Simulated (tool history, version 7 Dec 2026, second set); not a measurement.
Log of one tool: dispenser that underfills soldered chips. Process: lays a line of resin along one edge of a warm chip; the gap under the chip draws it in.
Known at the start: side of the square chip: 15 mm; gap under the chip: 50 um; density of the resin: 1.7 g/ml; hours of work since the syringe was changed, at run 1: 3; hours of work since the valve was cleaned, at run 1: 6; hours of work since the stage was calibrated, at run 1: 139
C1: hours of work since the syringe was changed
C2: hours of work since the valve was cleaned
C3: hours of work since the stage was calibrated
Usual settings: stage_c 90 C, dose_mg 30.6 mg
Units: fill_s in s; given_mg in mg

Run 1, hour 0: usual settings; C1 3; C2 6; C3 139. Result: fill_s 198.6 s, given_mg 30.48 mg.
Run 2, hour 7: usual settings; C1 9; C2 11; C3 145. Result: fill_s 274.2 s, given_mg 30.42 mg.
At hour 8.5: new syringe of resin.
Run 3, hour 15.3: usual settings; C1 5; C2 17; C3 151. Result: fill_s 225.3 s, given_mg 30.53 mg.
At hour 21.3: new syringe of resin.
Run 4, hour 22: usual settings; C1 1; C2 22; C3 156. Result: fill_s 170.4 s, given_mg 30.4 mg.
Run 5, hour 28.3: usual settings; C1 5; C2 27; C3 161. Result: fill_s 226.4 s, given_mg 30.4 mg.
At hour 34.5: new syringe of resin.
Run 6, hour 37.8: usual settings; C1 3; C2 34; C3 168. Result: fill_s 191.9 s, given_mg 29.88 mg.
At hour 48.3: new syringe of resin.
Run 7, hour 51.1: usual settings but dose_mg 39.6 mg; C1 2; C2 44; C3 178. Result: fill_s 180 s, given_mg 38.96 mg.
Run 8, hour 57.4: usual settings but dose_mg 39.6 mg; C1 7; C2 49; C3 182. Result: fill_s 247.6 s, given_mg 38.68 mg.
At hour 62: new syringe of resin.
Run 9, hour 71: usual settings but dose_mg 39.6 mg; C1 7; C2 59; C3 193. Result: fill_s 242.7 s, given_mg 38.49 mg.
At hour 75.4: new syringe of resin.
Run 10, hour 82.5: usual settings but dose_mg 39.6 mg; C1 5; C2 67; C3 201. Result: fill_s 220.7 s, given_mg 38.56 mg.
At hour 88.4: new syringe of resin.
Run 11, hour 96.2: usual settings but dose_mg 39.6 mg; C1 6; C2 78; C3 211. Result: fill_s 235.5 s, given_mg 38.05 mg.
At hour 102: new syringe of resin.
Run 12, hour 105.5: usual settings but dose_mg 39.6 mg; C1 3; C2 85; C3 218. Result: fill_s 188.6 s, given_mg 38.49 mg.
At hour 115.3: new syringe of resin.
Run 13, hour 120.3: usual settings but dose_mg 39.6 mg; C1 4; C2 96; C3 229. Result: fill_s 203.7 s, given_mg 37.9 mg.
Run 14, hour 127.1: usual settings but dose_mg 39.6 mg; C1 9; C2 101; C3 235. Result: fill_s 278.2 s, given_mg 37.88 mg.
At hour 128.2: new syringe of resin.
Run 15, hour 140.3: usual settings; C1 9; C2 111; C3 244. Result: fill_s 293.1 s, given_mg 29.08 mg.
At hour 142: new syringe of resin.
At hour 145.8: dispensing valve cleaned and set on the balance.
Run 16, hour 149.7: usual settings; C1 5; C2 3; C3 251. Result: fill_s 220.8 s, given_mg 30.89 mg.
At hour 156.7: new syringe of resin.
Run 17, hour 160.2: usual settings but dose_mg 38.6 mg; C1 3; C2 11; C3 258. Result: fill_s 187.8 s, given_mg 38.43 mg.
Run 18, hour 167.6: usual settings but stage_c 100 C, dose_mg 37.9 mg; C1 8; C2 16; C3 264. Result: fill_s 170 s, given_mg 37.58 mg.
At hour 170.1: new syringe of resin.
Run 19, hour 176.4: usual settings but stage_c 104 C, dose_mg 36.6 mg; C1 5; C2 23; C3 271. Result: fill_s 111 s, given_mg 36.2 mg.
At hour 183.7: new syringe of resin.
Run 20, hour 189.8: usual settings but stage_c 104 C, dose_mg 36.6 mg; C1 5; C2 33; C3 281. Result: fill_s 110.3 s, given_mg 36.36 mg.
At hour 197.1: new syringe of resin.
Run 21, hour 203.6: usual settings but stage_c 83 C, dose_mg 32.5 mg; C1 5; C2 43; C3 291. Result: fill_s 298.2 s, given_mg 31.92 mg.
At hour 209.9: new syringe of resin.
Run 22, hour 210.5: usual settings but stage_c 94 C; C1 0; C2 48; C3 296. Result: fill_s 134.1 s, given_mg 30 mg.
At hour 222.7: new syringe of resin.
Run 23, hour 225.3: usual settings but stage_c 91 C, dose_mg 39.3 mg; C1 2; C2 59; C3 307. Result: fill_s 166.7 s, given_mg 38.17 mg.
Run 24, hour 234.7: usual settings but stage_c 100 C, dose_mg 33.8 mg; C1 9; C2 67; C3 314. Result: fill_s 177 s, given_mg 32.96 mg.
At hour 236: new syringe of resin.
Run 25, hour 245.1: usual settings but stage_c 100 C, dose_mg 33.8 mg; C1 7; C2 74; C3 322. Result: fill_s 155 s, given_mg 32.67 mg.
At hour 248.9: new syringe of resin.
Run 26, hour 258.1: usual settings but stage_c 102 C, dose_mg 26.4 mg; C1 7; C2 84; C3 332. Result: fill_s 150 s, given_mg 25.62 mg.
At hour 262.5: new syringe of resin.
Run 27, hour 268.8: usual settings but stage_c 102 C, dose_mg 26.4 mg; C1 5; C2 92; C3 340. Result: fill_s 128.2 s, given_mg 25.39 mg.
At hour 276.1: new syringe of resin.
Run 28, hour 278.2: usual settings but stage_c 102 C, dose_mg 26.4 mg; C1 2; C2 99; C3 347. Result: fill_s 103.7 s, given_mg 25.22 mg.
At hour 289.5: new syringe of resin.
Run 29, hour 291.8: usual settings but stage_c 78 C, dose_mg 36.4 mg; C1 2; C2 109; C3 357. Result: fill_s 308.2 s, given_mg 34.84 mg.
At hour 299.7: dispensing valve cleaned and set on the balance.
Run 30, hour 302.1: usual settings but stage_c 100 C, dose_mg 26.7 mg; C1 9; C2 2; C3 364. Result: fill_s 176.6 s, given_mg 26.61 mg.
At hour 303.3: new syringe of resin.
Run 31, hour 310.9: usual settings but stage_c 87 C, dose_mg 28.2 mg; C1 6; C2 8; C3 370. Result: fill_s 273.2 s, given_mg 28.14 mg.
At hour 316.9: new syringe of resin.
Run 32, hour 320.7: usual settings but stage_c 85 C, dose_mg 38.1 mg; C1 3; C2 16; C3 378. Result: fill_s 236.3 s, given_mg 37.89 mg.
At hour 329.7: new syringe of resin.
Run 33, hour 329.7: usual settings but stage_c 99 C, dose_mg 38.5 mg; C1 0; C2 22; C3 384. Result: fill_s 99.7 s, given_mg 37.93 mg.

Measured less the same run without the tool's hidden state. The same run-to-run variation is in both; the gauge's scatter may not be:
The hidden state here: resin's viscosity, % of fresh resin's; dose that the valve gives, % of what is set; true chip temperature over the reading, C; drift of the gauge itself on fill_s, %; drift of the gauge itself on given_mg, %.
run  fill_s  given_mg
  1   +33.3     -0.12
  2  +111.7     -0.19
  3   +58.2     -0.27
  4    +2.4     -0.33
  5   +61.8     -0.39
  6   +26.2     -0.48
  7     +18      -0.8
  8   +83.5     -0.87
  9   +80.7     -1.05
 10   +58.7      -1.2
 11   +70.5     -1.37
 12   +25.6     -1.51
 13   +35.6      -1.7
 14  +113.4      -1.8
 15  +125.8     -1.52
 16   +56.3     +0.01
 17   +22.3      -0.1
 18   +65.7      -0.2
 19   +24.5      -0.3
 20   +24.2     -0.45
 21   +68.8     -0.54
 22    -2.5     -0.58
 23   +11.9     -0.93
 24   +73.4      -0.9
 25   +51.1     -1.01
 26   +51.8     -0.92
 27   +29.8     -0.99
 28    +5.2     -1.08
 29   +15.6     -1.66
 30   +70.5     -0.01
 31   +76.6      -0.1
 32   +29.2     -0.25
 33    -5.7     -0.35

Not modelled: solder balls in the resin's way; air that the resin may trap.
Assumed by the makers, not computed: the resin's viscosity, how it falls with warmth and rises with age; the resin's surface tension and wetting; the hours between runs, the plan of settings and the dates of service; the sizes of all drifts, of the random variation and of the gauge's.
